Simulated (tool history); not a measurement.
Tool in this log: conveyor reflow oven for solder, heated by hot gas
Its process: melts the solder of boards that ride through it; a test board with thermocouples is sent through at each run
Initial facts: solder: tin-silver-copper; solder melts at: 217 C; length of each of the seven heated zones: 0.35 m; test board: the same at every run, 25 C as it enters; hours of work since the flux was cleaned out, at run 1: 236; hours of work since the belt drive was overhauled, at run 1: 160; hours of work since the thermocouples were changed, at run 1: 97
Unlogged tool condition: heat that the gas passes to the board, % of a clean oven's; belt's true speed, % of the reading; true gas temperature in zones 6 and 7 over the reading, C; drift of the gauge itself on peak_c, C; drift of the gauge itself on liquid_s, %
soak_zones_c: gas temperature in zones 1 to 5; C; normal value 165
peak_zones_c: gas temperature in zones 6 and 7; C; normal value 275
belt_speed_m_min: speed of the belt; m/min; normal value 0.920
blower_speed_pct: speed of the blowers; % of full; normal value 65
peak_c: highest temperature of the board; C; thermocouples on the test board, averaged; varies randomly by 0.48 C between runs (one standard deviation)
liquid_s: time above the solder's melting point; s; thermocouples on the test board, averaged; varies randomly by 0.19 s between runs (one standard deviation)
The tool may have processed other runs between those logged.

run   hour  soak_zones_c  peak_zones_c  belt_speed_m_min  blower_speed_pct  hours of work since the flux was cleaned out  hours of work since the belt drive was overhauled  hours of work since the thermocouples were changed  peak_c  liquid_s
  1    0.0           165           275             0.920                65                                           236                                                160                                                  97   256.6      34.4
  2   11.7           165           275             0.920                65                                           244                                                169                                                 106   256.2      34.4
  3   37.0           165           275             0.920                65                                           264                                                188                                                 125   256.2      33.7
  4   48.1           165           275             0.920                65                                           272                                                197                                                 133   256.3      34.1
  5   70.3           165           277             0.920                65                                           289                                                213                                                 150   257.9      34.5
  6   92.0           165           277             0.920                65                                           305                                                230                                                 167   257.6      35.1
  7  104.3           165           277             0.920                65                                           314                                                239                                                 176   257.9      34.6
  8  129.7           165           275             0.920                65                                           334                                                258                                                 195   256.1      33.7
  9  145.1           165           275             0.920                65                                           345                                                270                                                 207   256.1      33.8
 10  161.4           165           275             0.920                65                                           358                                                282                                                 219   255.1      33.8
     193.3  -- flux residue cleaned out of gas plates and filters
 11  193.8           165           275             0.920                65                                             0                                                303                                                 240   257.2      34.7
 12  211.0           165           275             0.920                65                                            13                                                316                                                 253   258.7      34.6
 13  222.6           165           275             1.054                65                                            22                                                325                                                 262   252.8      27.9
 14  244.7           165           275             1.054                65                                            39                                                342                                                 278   252.6      28.0
 15  262.1           165           275             1.054                65                                            52                                                355                                                 292   252.5      27.9
 16  276.3           165           275             0.920                65                                            63                                                366                                                 302   257.6      34.6
 17  300.6           175           275             1.086                65                                            81                                                384                                                 321   253.3      29.2
 18  314.1           175           275             1.086                65                                            91                                                394                                                 331   252.0      28.6
 19  326.4           175           275             1.086                65                                           101                                                403                                                 340   252.1      28.9
 20  339.5           175           275             1.086                65                                           111                                                413                                                 350   253.0      28.9
 21  359.4           166           285             1.100                71                                           126                                                428                                                 365   260.4      29.4
 22  386.0           165           270             0.908                86                                           146                                                449                                                 385   255.7      35.2
 23  401.5           179           275             0.998                52                                           158                                                460                                                 397   253.7      32.6
 24  419.7           155           263             1.066                69                                           171                                                474                                                 411   239.4      20.5
 25  435.8           153           275             0.930                65                                           183                                                486                                                 423   253.5      31.0
 26  450.4           175           270             0.920                65                                           195                                                497                                                 434   254.0      35.4
 27  470.7           173           286             0.889                86                                           210                                                513                                                 449   272.5      42.8
 28  488.1           176           264             0.934                83                                           223                                                526                                                 462   250.8      34.1
 29  503.0           154           278             0.960                83                                           234                                                537                                                 474   259.3      32.2
 30  519.1           156           275             0.920                77                                           247                                                549                                                 486   256.8      33.3
 31  537.4           156           275             0.920                55                                           260                                                563                                                 500   251.7      30.2
 32  559.9           154           275             0.920                56                                           277                                                580                                                 517   250.9      29.9

Hidden state at the last listed run before each entry between runs and at the first one after, where it differs:
From run 10 to run 11: flux residue cleaned out of gas plates and filters (hour 193.3)
  heat that the gas passes to the board, % of a clean oven's: 91.1 -> 99.7; belt's true speed, % of the reading: 99.49 -> 99.46; true gas temperature in zones 6 and 7 over the reading, C: -0.65 -> -0.7
  what was measured, less what the result would be without the hidden state, peak_c: -2.6 -> -0.5 C; liquid_s: -1.1 -> +0.0 s
